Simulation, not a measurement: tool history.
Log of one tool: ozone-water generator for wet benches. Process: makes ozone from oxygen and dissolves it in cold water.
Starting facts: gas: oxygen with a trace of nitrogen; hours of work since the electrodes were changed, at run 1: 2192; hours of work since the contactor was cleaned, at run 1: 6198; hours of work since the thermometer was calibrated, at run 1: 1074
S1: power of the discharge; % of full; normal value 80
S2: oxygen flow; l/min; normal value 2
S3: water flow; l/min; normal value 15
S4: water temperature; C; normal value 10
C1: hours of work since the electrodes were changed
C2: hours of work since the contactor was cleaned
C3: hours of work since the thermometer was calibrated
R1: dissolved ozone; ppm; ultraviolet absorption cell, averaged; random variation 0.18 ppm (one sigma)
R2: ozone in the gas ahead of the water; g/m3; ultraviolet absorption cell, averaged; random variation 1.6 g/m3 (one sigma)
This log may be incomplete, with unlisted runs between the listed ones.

| run | hour | S1 | S2 | S3 | S4 | C1 | C2 | C3 | R1 | R2 |
|---|---|---|---|---|---|---|---|---|---|---|
| 1 | 0 | 80 | 2 | 15 | 10 | 2192 | 6198 | 1074 | 24.2 | 308.7 |
| 2 | 99.7 | 80 | 2 | 15 | 10 | 2292 | 6298 | 1173 | 24.3 | 305.6 |
|  | 147.8 | contactor cleaned |
| 3 | 187.8 | 80 | 2 | 15 | 10 | 2376 | 40 | 1257 | 24.1 | 307.2 |
| 4 | 287.1 | 80 | 2 | 15 | 10 | 2475 | 139 | 1356 | 24.2 | 306.1 |
| 5 | 395.5 | 80 | 2 | 15 | 10 | 2583 | 247 | 1464 | 23.8 | 303.8 |
| 6 | 540.4 | 54 | 2 | 15 | 10 | 2727 | 391 | 1609 | 17.8 | 227.7 |
| 7 | 691.3 | 80 | 2 | 15 | 10 | 2878 | 542 | 1759 | 24 | 307.3 |
| 8 | 799.9 | 80 | 2 | 15 | 10 | 2986 | 650 | 1867 | 23.9 | 307.1 |
| 9 | 941 | 80 | 2 | 15 | 10 | 3126 | 791 | 2008 | 24.3 | 306.2 |
| 10 | 1087.7 | 80 | 2 | 15 | 10 | 3273 | 937 | 2154 | 24.1 | 308.2 |
| 11 | 1192.7 | 80 | 2 | 21 | 10 | 3377 | 1042 | 2259 | 17.3 | 309.4 |
| 12 | 1364.1 | 80 | 2 | 15 | 10 | 3548 | 1213 | 2430 | 24 | 304.8 |
| 13 | 1531.8 | 80 | 2 | 15 | 10 | 3715 | 1380 | 2597 | 24 | 305.2 |
| 14 | 1614 | 80 | 2 | 15 | 10 | 3797 | 1462 | 2679 | 24.2 | 309.8 |
| 15 | 1728 | 80 | 2 | 15 | 10 | 3911 | 1575 | 2793 | 24.2 | 305.7 |
| 16 | 1814.5 | 80 | 2 | 15 | 6 | 3997 | 1661 | 2879 | 25 | 305.7 |
| 17 | 1911.5 | 80 | 1.36 | 15 | 10 | 4094 | 1758 | 2976 | 23.2 | 394 |
| 18 | 2047.5 | 80 | 2 | 9 | 10 | 4229 | 1894 | 3111 | 37.2 | 307.9 |
| 19 | 2126.9 | 80 | 2 | 9 | 10 | 4309 | 1973 | 3190 | 37.1 | 309.9 |
| 20 | 2280.5 | 80 | 2 | 9 | 10 | 4462 | 2126 | 3343 | 37.1 | 307.1 |
| 21 | 2454.6 | 80 | 2 | 23 | 14 | 4635 | 2300 | 3517 | 15.4 | 304.8 |
| 22 | 2588.1 | 87 | 1.83 | 10 | 9 | 4768 | 2433 | 3650 | 36.6 | 348.5 |
| 23 | 2666.1 | 52 | 2 | 15 | 10 | 4846 | 2510 | 3728 | 17.4 | 218.1 |
| 24 | 2834.9 | 89 | 2.23 | 11 | 7 | 5014 | 2679 | 3896 | 35.3 | 307.9 |
| 25 | 2987.8 | 87 | 2.84 | 12 | 16 | 5167 | 2831 | 4048 | 29.1 | 257.6 |
| 26 | 3082.9 | 59 | 1.84 | 13 | 14 | 5262 | 2926 | 4143 | 21 | 256.2 |
| 27 | 3205.6 | 76 | 3.26 | 14 | 7 | 5384 | 3048 | 4266 | 25.5 | 210.4 |
| 28 | 3374.8 | 53 | 2 | 15 | 10 | 5553 | 3217 | 4434 | 17.1 | 221.4 |
| 29 | 3502.2 | 53 | 2 | 18 | 13 | 5680 | 3344 | 4561 | 14.2 | 224.3 |

Entry by entry between the runs, the difference in hidden state between the last listed run before and the first listed run after:
Logged between run 2 and run 3: contactor cleaned (hour 147.8)
  contactor's efficiency, % of a clean one's: 99.9 -> 100
